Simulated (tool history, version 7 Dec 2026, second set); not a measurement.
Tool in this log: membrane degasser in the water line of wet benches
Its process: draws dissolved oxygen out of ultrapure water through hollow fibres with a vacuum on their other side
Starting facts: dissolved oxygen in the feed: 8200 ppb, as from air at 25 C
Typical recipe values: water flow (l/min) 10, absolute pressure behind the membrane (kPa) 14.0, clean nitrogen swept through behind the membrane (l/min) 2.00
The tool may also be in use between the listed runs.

run,hour,water flow (l/min),absolute pressure behind the membrane (kPa),clean nitrogen swept through behind the membrane (l/min),dissolved oxygen in the water behind the degasser (ppb),pressure that the water loses in the fibres (kPa)
1,0.0,10,14.0,2.00,249.8,49.35
2,36.0,10,14.0,2.00,247.8,49.24
3,79.6,10,14.0,2.00,247.9,49.10
4,106.0,7,14.0,2.00,167.1,34.18
5,125.9,12,14.0,2.00,301.0,59.39
6,145.8,10,14.0,1.87,260.6,49.38
7,190.7,10,14.0,1.87,251.7,49.24
8,237.6,10,14.0,1.11,342.2,49.35
9,258.1,10,14.0,1.11,347.2,49.35
10,278.4,10,11.9,2.00,222.1,49.48
11,323.1,10,14.0,1.16,336.8,49.30
12,364.3,10,14.0,1.11,342.4,49.37
13,396.6,6,14.0,2.00,139.7,29.77
14,417.6,6,14.0,2.00,139.0,29.46
15,451.1,10,14.0,4.53,177.0,49.47
16,498.9,10,14.0,2.00,252.3,49.62
17,543.1,10,14.0,2.00,243.3,49.19
18,568.8,12,14.0,2.52,271.8,59.04
19,613.1,11,18.0,1.34,416.8,54.06
20,659.1,11,18.0,1.34,409.4,54.20
21,685.1,7,18.0,5.10,125.3,34.57
22,727.7,7,18.0,5.10,125.5,34.49
23,753.0,12,21.3,3.91,286.2,59.52
24,780.0,8,21.3,3.91,184.6,39.52
25,827.8,13,21.3,1.72,481.3,64.25
26,854.9,6,30.2,1.32,358.7,29.69
27,901.1,15,16.8,1.32,544.2,74.40
28,929.0,15,16.8,1.32,539.1,74.29
29,972.2,11,23.4,1.32,519.6,54.37
30,993.0,8,14.0,1.63,217.2,39.59
31,1040.6,8,14.0,1.63,221.2,39.28
32,1070.9,6,8.9,1.36,119.4,29.83
33,1107.4,12,9.5,1.41,283.9,59.45

Not shown here: 2 entries made in the log between runs. Locate each between two listed runs and compare the hidden state at the listed run before it with the hidden state at the listed run after it:
Runs 10 to 11: vacuum gauge calibrated (hour 282.0)
  true pressure behind the membrane over the reading, kPa: -0.02 -> -0.03; air that leaks in behind the membrane, l/min: 0.0138 -> 0.0139
  measured minus no-state result, dissolved oxygen in the water behind the degasser (ppb): +5.1 -> +7.7; pressure that the water loses in the fibres (kPa): +0.19 -> +0.20
Runs 16 to 17: vacuum gauge calibrated, once more (hour 539.7)
  the hidden state is the same at both runs
  measured minus no-state result, dissolved oxygen in the water behind the degasser (ppb): +6.5 -> +6.4; pressure that the water loses in the fibres (kPa): +0.25 -> +0.25
